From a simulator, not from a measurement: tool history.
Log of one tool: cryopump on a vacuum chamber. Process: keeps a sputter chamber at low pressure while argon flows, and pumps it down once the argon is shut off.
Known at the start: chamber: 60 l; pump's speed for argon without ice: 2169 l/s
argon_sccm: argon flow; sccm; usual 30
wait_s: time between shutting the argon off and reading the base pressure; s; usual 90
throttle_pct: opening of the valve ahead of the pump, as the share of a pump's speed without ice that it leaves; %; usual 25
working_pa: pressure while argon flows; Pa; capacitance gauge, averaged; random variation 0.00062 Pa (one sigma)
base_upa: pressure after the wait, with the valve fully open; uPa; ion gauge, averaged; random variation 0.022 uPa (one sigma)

run	day	argon_sccm	wait_s	throttle_pct	working_pa	base_upa
1	0.000	30	90	25	0.0952	1.16
2	0.296	30	90	25	0.0934	1.19
3	0.717	30	90	25	0.0943	1.18
4	1.154	30	90	25	0.0935	1.15
5	1.738	30	90	25	0.0943	1.14
6	2.008	30	90	25	0.0948	1.17
7	2.308	30	90	16	0.1469	1.14
8	2.838	30	90	16	0.1474	1.14
9	3.333	30	90	16	0.1491	1.18
10	3.871	30	90	25	0.0952	1.16
# day 4.338: leaking fittings of the chamber tightened, without venting
11	4.575	30	90	25	0.0945	0.55
12	4.858	37	90	25	0.1175	0.57
13	5.300	55	31	21	0.2071	1.39
14	5.896	55	31	37	0.1173	1.43
15	6.171	30	95	22	0.1076	0.55
16	6.704	16	21	25	0.0508	2.03
17	7.333	16	21	25	0.0505	1.97
18	7.742	18	61	16	0.0886	0.79
19	8.050	18	61	16	0.0888	0.82
20	8.467	16	41	15	0.0832	1.13

The next listed run, before its measurement:
21	8.754	16	41	15	?	?

working_pa: 0.0843 Pa
base_upa: 1.13 uPa
Without the tool's hidden state the same run would have given working_pa 0.0836 Pa, base_upa 1.10 uPa.

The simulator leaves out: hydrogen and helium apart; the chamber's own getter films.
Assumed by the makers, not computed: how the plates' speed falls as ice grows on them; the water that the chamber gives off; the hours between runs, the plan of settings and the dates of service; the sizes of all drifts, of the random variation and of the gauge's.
